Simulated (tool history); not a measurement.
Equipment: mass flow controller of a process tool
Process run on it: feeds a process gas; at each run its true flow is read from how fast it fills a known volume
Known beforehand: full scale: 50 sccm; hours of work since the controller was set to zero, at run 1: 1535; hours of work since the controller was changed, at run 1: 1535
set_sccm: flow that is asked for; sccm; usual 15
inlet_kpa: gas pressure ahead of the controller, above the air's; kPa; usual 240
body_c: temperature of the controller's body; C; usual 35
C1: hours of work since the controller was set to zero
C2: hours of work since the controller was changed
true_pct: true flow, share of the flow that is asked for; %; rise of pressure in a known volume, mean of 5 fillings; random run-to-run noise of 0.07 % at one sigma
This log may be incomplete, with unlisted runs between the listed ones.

run 1 hour=0 | set_sccm=15 inlet_kpa=240 body_c=35 | C1=1535 C2=1535 | true_pct=98.18
run 2 hour=320.4 | set_sccm=15 inlet_kpa=277 body_c=35 | C1=1733 C2=1733 | true_pct=97.98
run 3 hour=703.6 | set_sccm=15 inlet_kpa=203 body_c=35 | C1=1969 C2=1969 | true_pct=98.21
run 4 hour=1168 | set_sccm=15 inlet_kpa=203 body_c=35 | C1=2256 C2=2256 | true_pct=98.15
run 5 hour=1528.1 | set_sccm=15 inlet_kpa=203 body_c=35 | C1=2478 C2=2478 | true_pct=98.11
run 6 hour=1777.8 | set_sccm=15 inlet_kpa=203 body_c=35 | C1=2632 C2=2632 | true_pct=98.13
run 7 hour=2028 | set_sccm=15 inlet_kpa=203 body_c=35 | C1=2786 C2=2786 | true_pct=98.14
run 8 hour=2390.3 | set_sccm=15 inlet_kpa=240 body_c=21 | C1=3010 C2=3010 | true_pct=98.65
run 9 hour=2872.5 | set_sccm=15 inlet_kpa=240 body_c=25 | C1=3307 C2=3307 | true_pct=98.47
run 10 hour=3287.3 | set_sccm=15 inlet_kpa=240 body_c=35 | C1=3563 C2=3563 | true_pct=97.88
run 11 hour=3765 | set_sccm=15 inlet_kpa=240 body_c=36 | C1=3858 C2=3858 | true_pct=97.77
run 12 hour=4036.8 | set_sccm=36 inlet_kpa=240 body_c=35 | C1=4025 C2=4025 | true_pct=98.05
run 13 hour=4296.6 | set_sccm=36 inlet_kpa=240 body_c=35 | C1=4186 C2=4186 | true_pct=98
run 14 hour=4795.5 | set_sccm=36 inlet_kpa=240 body_c=35 | C1=4493 C2=4493 | true_pct=97.78
run 15 hour=5217 | set_sccm=36 inlet_kpa=240 body_c=35 | C1=4753 C2=4753 | true_pct=97.83
run 16 hour=5619.7 | set_sccm=36 inlet_kpa=240 body_c=35 | C1=5002 C2=5002 | true_pct=97.76
run 17 hour=5988.4 | set_sccm=36 inlet_kpa=240 body_c=35 | C1=5229 C2=5229 | true_pct=97.61
run 18 hour=6236.7 | set_sccm=36 inlet_kpa=240 body_c=35 | C1=5382 C2=5382 | true_pct=97.62
run 19 hour=6671.2 | set_sccm=15 inlet_kpa=240 body_c=35 | C1=5650 C2=5650 | true_pct=97.65
-- hour=6704.3 controller's zero set anew
-- hour=6707.3 controller exchanged for a calibrated one
run 20 hour=6900 | set_sccm=15 inlet_kpa=149 body_c=35 | C1=119 C2=119 | true_pct=98.08
run 21 hour=7364 | set_sccm=15 inlet_kpa=240 body_c=27 | C1=405 C2=405 | true_pct=98.47
run 22 hour=7787.3 | set_sccm=15 inlet_kpa=240 body_c=27 | C1=666 C2=666 | true_pct=98.51
-- hour=7814.8 controller's zero set anew, once more
run 23 hour=8242.2 | set_sccm=15 inlet_kpa=240 body_c=27 | C1=264 C2=947 | true_pct=98.27
run 24 hour=8581.6 | set_sccm=15 inlet_kpa=240 body_c=35 | C1=473 C2=1156 | true_pct=97.73
run 25 hour=8938.4 | set_sccm=9 inlet_kpa=234 body_c=23 | C1=693 C2=1376 | true_pct=98.22
run 26 hour=9332.9 | set_sccm=26 inlet_kpa=240 body_c=32 | C1=936 C2=1619 | true_pct=98.21
run 27 hour=9779.3 | set_sccm=26 inlet_kpa=240 body_c=32 | C1=1212 C2=1895 | true_pct=97.97
run 28 hour=10107.5 | set_sccm=26 inlet_kpa=240 body_c=32 | C1=1414 C2=2097 | true_pct=97.89
run 29 hour=10516.3 | set_sccm=49 inlet_kpa=185 body_c=23 | C1=1666 C2=2349 | true_pct=99.19
run 30 hour=10850 | set_sccm=15 inlet_kpa=278 body_c=35 | C1=1872 C2=2555 | true_pct=97.49
run 31 hour=11300.7 | set_sccm=15 inlet_kpa=278 body_c=35 | C1=2150 C2=2833 | true_pct=97.47
run 32 hour=11766.9 | set_sccm=21 inlet_kpa=191 body_c=27 | C1=2438 C2=3121 | true_pct=98
run 33 hour=12240.9 | set_sccm=15 inlet_kpa=161 body_c=29 | C1=2730 C2=3413 | true_pct=97.86
run 34 hour=12705.6 | set_sccm=15 inlet_kpa=161 body_c=29 | C1=3017 C2=3700 | true_pct=97.8
run 35 hour=12978.1 | set_sccm=15 inlet_kpa=161 body_c=29 | C1=3185 C2=3868 | true_pct=97.82
run 36 hour=13318.6 | set_sccm=11 inlet_kpa=240 body_c=24 | C1=3395 C2=4078 | true_pct=98.05
run 37 hour=13753.5 | set_sccm=11 inlet_kpa=240 body_c=24 | C1=3663 C2=4346 | true_pct=97.97
run 38 hour=14252 | set_sccm=10 inlet_kpa=160 body_c=27 | C1=3971 C2=4654 | true_pct=98.02
run 39 hour=14682.1 | set_sccm=41 inlet_kpa=264 body_c=24 | C1=4236 C2=4919 | true_pct=97.97
run 40 hour=15110.7 | set_sccm=41 inlet_kpa=264 body_c=24 | C1=4500 C2=5183 | true_pct=97.98
run 41 hour=15524.9 | set_sccm=5 inlet_kpa=264 body_c=24 | C1=4756 C2=5439 | true_pct=99.67
run 42 hour=15837.7 | set_sccm=50 inlet_kpa=240 body_c=40 | C1=4949 C2=5632 | true_pct=97.38
-- hour=15889.9 controller exchanged for a calibrated one
run 43 hour=16153.1 | set_sccm=9 inlet_kpa=249 body_c=26 | C1=162 C2=162 | true_pct=98.44
run 44 hour=16400.1 | set_sccm=21 inlet_kpa=263 body_c=29 | C1=315 C2=315 | true_pct=98.54
run 45 hour=16681.3 | set_sccm=21 inlet_kpa=263 body_c=29 | C1=488 C2=488 | true_pct=98.55
run 46 hour=17005.9 | set_sccm=21 inlet_kpa=263 body_c=29 | C1=688 C2=688 | true_pct=98.52
run 47 hour=17293.3 | set_sccm=17 inlet_kpa=245 body_c=23 | C1=866 C2=866 | true_pct=98.78
run 48 hour=17786.5 | set_sccm=17 inlet_kpa=245 body_c=23 | C1=1170 C2=1170 | true_pct=98.73

Entry by entry between the runs, the difference in hidden state between the last listed run before and the first listed run after:
From run 19 to run 20: controller's zero set anew (hour 6704.3); controller exchanged for a calibrated one (hour 6707.3)
  flow at rest that the sensor doesn't see, % of full scale: 0.459 -> 0.025; true flow over the shown one, %: -2 -> -0.2
  measured value less the no-hidden-state value, true_pct: -0.48 -> -0.12 %
From run 22 to run 23: controller's zero set anew, once more (hour 7814.8)
  flow at rest that the sensor doesn't see, % of full scale: 0.062 -> 0.019; true flow over the shown one, %: -0.4 -> -0.5
  measured value less the no-hidden-state value, true_pct: -0.2 -> -0.44 %
From run 42 to run 43: controller exchanged for a calibrated one (hour 15889.9)
  flow at rest that the sensor doesn't see, % of full scale: 0.352 -> 0.037; true flow over the shown one, %: -2.21 -> -0.15
  measured value less the no-hidden-state value, true_pct: -1.86 -> +0.06 %
